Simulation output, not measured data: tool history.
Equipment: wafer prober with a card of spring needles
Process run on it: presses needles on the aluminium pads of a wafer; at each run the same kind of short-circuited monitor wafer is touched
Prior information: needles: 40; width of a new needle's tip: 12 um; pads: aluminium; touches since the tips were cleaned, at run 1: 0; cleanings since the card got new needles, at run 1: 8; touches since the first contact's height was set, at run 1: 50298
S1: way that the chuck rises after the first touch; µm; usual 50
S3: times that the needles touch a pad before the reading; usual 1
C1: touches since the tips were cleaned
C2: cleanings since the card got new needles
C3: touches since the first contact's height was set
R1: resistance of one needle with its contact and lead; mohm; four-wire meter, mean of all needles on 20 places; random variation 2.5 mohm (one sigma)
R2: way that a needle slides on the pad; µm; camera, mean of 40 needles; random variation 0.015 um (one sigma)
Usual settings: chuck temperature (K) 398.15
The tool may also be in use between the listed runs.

{"run": 1, "hour": 0.0, "S1": 50, "chuck temperature (K)": 398.15, "S3": 1, "C1": 0, "C2": 8, "C3": 50298, "R1": 302, "R2": 7.44}
{"run": 2, "hour": 9.1, "S1": 50, "chuck temperature (K)": 307.15, "S3": 1, "C1": 2120, "C2": 8, "C3": 52418, "R1": 362, "R2": 7.45}
{"run": 3, "hour": 17.5, "S1": 50, "chuck temperature (K)": 307.15, "S3": 1, "C1": 4094, "C2": 8, "C3": 54392, "R1": 406, "R2": 7.45}
{"hour": 23.2, "done": "tips cleaned on abrasive film"}
{"run": 4, "hour": 28.8, "S1": 50, "chuck temperature (K)": 307.15, "S3": 1, "C1": 1308, "C2": 9, "C3": 57003, "R1": 337, "R2": 7.46}
{"run": 5, "hour": 37.0, "S1": 50, "chuck temperature (K)": 307.15, "S3": 1, "C1": 3245, "C2": 9, "C3": 58940, "R1": 387, "R2": 7.43}
{"hour": 46.2, "done": "tips cleaned on abrasive film"}
{"run": 6, "hour": 50.5, "S1": 50, "chuck temperature (K)": 307.15, "S3": 1, "C1": 1004, "C2": 10, "C3": 62066, "R1": 319, "R2": 7.44}
{"run": 7, "hour": 61.8, "S1": 50, "chuck temperature (K)": 307.15, "S3": 1, "C1": 3653, "C2": 10, "C3": 64715, "R1": 404, "R2": 7.42}
{"hour": 69.6, "done": "tips cleaned on abrasive film"}
{"run": 8, "hour": 69.6, "S1": 50, "chuck temperature (K)": 333.15, "S3": 1, "C1": 0, "C2": 11, "C3": 66517, "R1": 285, "R2": 7.4}
{"run": 9, "hour": 83.3, "S1": 50, "chuck temperature (K)": 398.15, "S3": 1, "C1": 3202, "C2": 11, "C3": 69719, "R1": 400, "R2": 7.4}
{"run": 10, "hour": 89.2, "S1": 50, "chuck temperature (K)": 398.15, "S3": 1, "C1": 4580, "C2": 11, "C3": 71097, "R1": 427, "R2": 7.42}
{"hour": 92.5, "done": "tips cleaned on abrasive film"}
{"run": 11, "hour": 102.1, "S1": 62, "chuck temperature (K)": 398.15, "S3": 1, "C1": 2243, "C2": 12, "C3": 74098, "R1": 357, "R2": 9.2}
{"run": 12, "hour": 114.1, "S1": 62, "chuck temperature (K)": 328.15, "S3": 1, "C1": 5053, "C2": 12, "C3": 76908, "R1": 384, "R2": 9.21}
{"hour": 115.5, "done": "tips cleaned on abrasive film"}
{"run": 13, "hour": 125.9, "S1": 62, "chuck temperature (K)": 328.15, "S3": 1, "C1": 2423, "C2": 13, "C3": 79636, "R1": 338, "R2": 9.22}
{"run": 14, "hour": 133.2, "S1": 62, "chuck temperature (K)": 328.15, "S3": 1, "C1": 4145, "C2": 13, "C3": 81358, "R1": 365, "R2": 9.21}
{"hour": 138.2, "done": "tips cleaned on abrasive film"}
{"run": 15, "hour": 145.1, "S1": 50, "chuck temperature (K)": 398.15, "S3": 1, "C1": 1614, "C2": 14, "C3": 84107, "R1": 360, "R2": 7.39}
{"run": 16, "hour": 157.5, "S1": 50, "chuck temperature (K)": 398.15, "S3": 1, "C1": 4523, "C2": 14, "C3": 87016, "R1": 420, "R2": 7.4}
{"hour": 161.4, "done": "tips cleaned on abrasive film"}
{"run": 17, "hour": 169.0, "S1": 50, "chuck temperature (K)": 398.15, "S3": 1, "C1": 1771, "C2": 15, "C3": 89685, "R1": 373, "R2": 7.39}
{"run": 18, "hour": 182.0, "S1": 50, "chuck temperature (K)": 398.15, "S3": 1, "C1": 4820, "C2": 15, "C3": 92734, "R1": 426, "R2": 7.4}
{"hour": 184.2, "done": "tips cleaned on abrasive film"}
{"run": 19, "hour": 193.5, "S1": 50, "chuck temperature (K)": 398.15, "S3": 1, "C1": 2167, "C2": 16, "C3": 95393, "R1": 377, "R2": 7.37}
{"run": 20, "hour": 201.5, "S1": 50, "chuck temperature (K)": 398.15, "S3": 1, "C1": 4046, "C2": 16, "C3": 97272, "R1": 414, "R2": 7.32}
{"hour": 207.8, "done": "tips cleaned on abrasive film"}
{"run": 21, "hour": 214.4, "S1": 49, "chuck temperature (K)": 325.15, "S3": 3, "C1": 1547, "C2": 17, "C3": 100265, "R1": 300, "R2": 7.19}
{"run": 22, "hour": 225.7, "S1": 49, "chuck temperature (K)": 325.15, "S3": 3, "C1": 4194, "C2": 17, "C3": 102912, "R1": 328, "R2": 7.23}
{"hour": 231.1, "done": "tips cleaned on abrasive film"}
{"run": 23, "hour": 237.8, "S1": 49, "chuck temperature (K)": 301.15, "S3": 1, "C1": 1568, "C2": 18, "C3": 105720, "R1": 344, "R2": 7.17}
{"run": 24, "hour": 246.1, "S1": 49, "chuck temperature (K)": 301.15, "S3": 1, "C1": 3514, "C2": 18, "C3": 107666, "R1": 403, "R2": 7.19}
{"hour": 254.7, "done": "tips cleaned on abrasive film"}
{"run": 25, "hour": 258.3, "S1": 49, "chuck temperature (K)": 301.15, "S3": 1, "C1": 848, "C2": 19, "C3": 110485, "R1": 318, "R2": 7.18}
{"run": 26, "hour": 266.6, "S1": 49, "chuck temperature (K)": 301.15, "S3": 1, "C1": 2805, "C2": 19, "C3": 112442, "R1": 389, "R2": 7.17}
{"run": 27, "hour": 277.1, "S1": 49, "chuck temperature (K)": 302.15, "S3": 1, "C1": 5246, "C2": 19, "C3": 114883, "R1": 439, "R2": 7.19}
{"hour": 278.0, "done": "tips cleaned on abrasive film"}
{"run": 28, "hour": 282.9, "S1": 50, "chuck temperature (K)": 398.15, "S3": 2, "C1": 1152, "C2": 20, "C3": 116228, "R1": 332, "R2": 7.33}
{"run": 29, "hour": 292.0, "S1": 50, "chuck temperature (K)": 398.15, "S3": 2, "C1": 3280, "C2": 20, "C3": 118356, "R1": 360, "R2": 7.32}
{"hour": 301.0, "done": "tips cleaned on abrasive film"}
{"run": 30, "hour": 304.4, "S1": 69, "chuck temperature (K)": 353.15, "S3": 1, "C1": 794, "C2": 21, "C3": 121227, "R1": 301, "R2": 10.16}
{"run": 31, "hour": 312.9, "S1": 69, "chuck temperature (K)": 353.15, "S3": 1, "C1": 2797, "C2": 21, "C3": 123230, "R1": 345, "R2": 10.18}
{"run": 32, "hour": 320.2, "S1": 33, "chuck temperature (K)": 325.15, "S3": 3, "C1": 4497, "C2": 21, "C3": 124930, "R1": 390, "R2": 4.74}
{"hour": 324.2, "done": "tips cleaned on abrasive film"}
{"run": 33, "hour": 326.0, "S1": 30, "chuck temperature (K)": 300.15, "S3": 2, "C1": 425, "C2": 22, "C3": 126268, "R1": 322, "R2": 4.28}

Measured result minus the same run's result without the hidden state. Both carry the same run-to-run variation, though not necessarily the same gauge scatter:
Hidden state at play: debris on the tips, nm; way that the needles fall short of the set height, um; tips' diameter, um; drift of the gauge itself on contact_mohm, %; drift of the gauge itself on scrub_um, %.
run=1 R1=+12 R2=-0.09
run=2 R1=+97 R2=-0.09
run=3 R1=+143 R2=-0.09
run=4 R1=+71 R2=-0.10
run=5 R1=+126 R2=-0.10
run=6 R1=+53 R2=-0.11
run=7 R1=+136 R2=-0.11
run=8 R1=+15 R2=-0.13
run=9 R1=+110 R2=-0.13
run=10 R1=+134 R2=-0.13
run=11 R1=+65 R2=-0.14
run=12 R1=+114 R2=-0.13
run=13 R1=+73 R2=-0.14
run=14 R1=+100 R2=-0.15
run=15 R1=+66 R2=-0.16
run=16 R1=+131 R2=-0.16
run=17 R1=+80 R2=-0.17
run=18 R1=+140 R2=-0.17
run=19 R1=+87 R2=-0.18
run=20 R1=+125 R2=-0.19
run=21 R1=+29 R2=-0.20
run=22 R1=+55 R2=-0.19
run=23 R1=+82 R2=-0.20
run=24 R1=+141 R2=-0.20
run=25 R1=+55 R2=-0.21
run=26 R1=+127 R2=-0.21
run=27 R1=+178 R2=-0.21
run=28 R1=+38 R2=-0.22
run=29 R1=+71 R2=-0.23
run=30 R1=+28 R2=-0.24
run=31 R1=+67 R2=-0.23
run=32 R1=+116 R2=-0.24
run=33 R1=+48 R2=-0.25
